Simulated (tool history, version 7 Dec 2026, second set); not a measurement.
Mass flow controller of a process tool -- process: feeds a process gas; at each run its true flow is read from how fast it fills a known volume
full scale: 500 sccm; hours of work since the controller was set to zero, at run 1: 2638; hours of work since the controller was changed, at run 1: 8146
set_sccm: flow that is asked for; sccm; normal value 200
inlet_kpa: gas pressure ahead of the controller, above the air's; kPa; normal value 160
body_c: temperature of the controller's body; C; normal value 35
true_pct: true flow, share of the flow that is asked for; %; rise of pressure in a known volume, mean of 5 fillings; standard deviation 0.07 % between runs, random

run	hour	set_sccm	inlet_kpa	body_c	hours of work since the controller was set to zero	hours of work since the controller was changed	true_pct
1	0	200	160	35	2638	8146	101.52
2	402.3	200	160	37	2814	8322	101.38
3	891.6	87	160	35	3028	8536	102.46
4	1195	87	160	35	3160	8668	102.62
5	1659	200	174	35	3363	8871	101.84
6	2092.2	200	174	33	3552	9060	102.14
7	2429.5	200	174	33	3699	9207	102.34
8	2870.3	200	174	33	3892	9400	102.39
9	3178.4	200	174	33	4027	9535	102.49
10	3430.4	200	174	33	4137	9645	102.56
11	3826.2	494	185	21	4310	9818	103.91
12	4153.8	200	160	26	4453	9961	103.42
13	4636.7	200	160	26	4664	10172	103.59
14	4905.6	200	160	26	4781	10289	103.53
15	5150.3	200	160	26	4888	10396	103.75
16	5591	377	156	21	5081	10589	104.2
# hour 5787.6: controller's zero set anew
17	5946.7	377	156	21	69	10744	103.48
18	6371.6	199	195	35	255	10929	101.54
19	6837.3	200	168	35	459	11133	101.96

What if the next run were any one of these 4? Each begins from the tool's condition after run 19:
A	7169.5	281	162	29	604	11278	?
B	7169.5	200	160	37	604	11278	?
C	7169.5	69	232	27	604	11278	?
D	7169.5	81	168	35	604	11278	?

run	true_pct
A	102.77
B	101.78
C	102.34
D	101.87
Without the tool's unlogged condition, the same runs would have read:
run	true_pct
A	99.22
B	98.18
C	98.34
D	97.96
